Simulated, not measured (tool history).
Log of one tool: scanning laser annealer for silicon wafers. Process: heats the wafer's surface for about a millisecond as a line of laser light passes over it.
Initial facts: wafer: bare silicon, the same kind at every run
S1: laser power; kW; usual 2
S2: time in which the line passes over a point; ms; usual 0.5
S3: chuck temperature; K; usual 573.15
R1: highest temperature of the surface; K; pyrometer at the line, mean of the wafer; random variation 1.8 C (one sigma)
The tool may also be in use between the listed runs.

run,day,S1,S2,S3,R1
1,0,2,0.5,573.15,1246.15
2,1.625,2.142,0.5,573.15,1300.15
3,3.179,2,0.5,573.15,1240.15
# day 4.046: window over the wafer cleaned
4,4.821,2,0.5,573.15,1286.15
5,6.175,2,0.5,573.15,1282.15
6,7.983,2,0.5,573.15,1275.15
7,9.625,2,0.5,573.15,1279.15
8,10.675,2,0.5,573.15,1274.15
9,12.038,2.023,0.5,573.15,1283.15
10,13.667,2,0.5,573.15,1272.15
11,15.158,2,0.5,573.15,1271.15
12,16.971,2,0.5,573.15,1267.15
13,17.975,2,0.5,573.15,1265.15
14,19.658,2,0.5,573.15,1263.15
15,21.654,2,0.5,573.15,1263.15
16,23.404,2,0.5,573.15,1256.15
17,25.35,2,0.5,573.15,1259.15
18,26.312,2,0.5,573.15,1255.15
19,28.017,2,0.5,573.15,1247.15
20,29.538,2,0.5,573.15,1252.15
21,31.458,2,0.5,573.15,1248.15
22,33.029,2,0.5,582.15,1251.15
23,34.933,1.751,0.5,573.15,1146.15
24,37.092,1.895,0.38,542.15,1091.15

Run 25 comes next. What will it give?
# day 38.275: window over the wafer cleaned
25,38.717,2.167,0.507,562.15,?

For run 25 the tool returned R1 1336.15 K.
On a tool with no hidden condition, and with the same random variation, this run would have come out at R1 1347.15 K.

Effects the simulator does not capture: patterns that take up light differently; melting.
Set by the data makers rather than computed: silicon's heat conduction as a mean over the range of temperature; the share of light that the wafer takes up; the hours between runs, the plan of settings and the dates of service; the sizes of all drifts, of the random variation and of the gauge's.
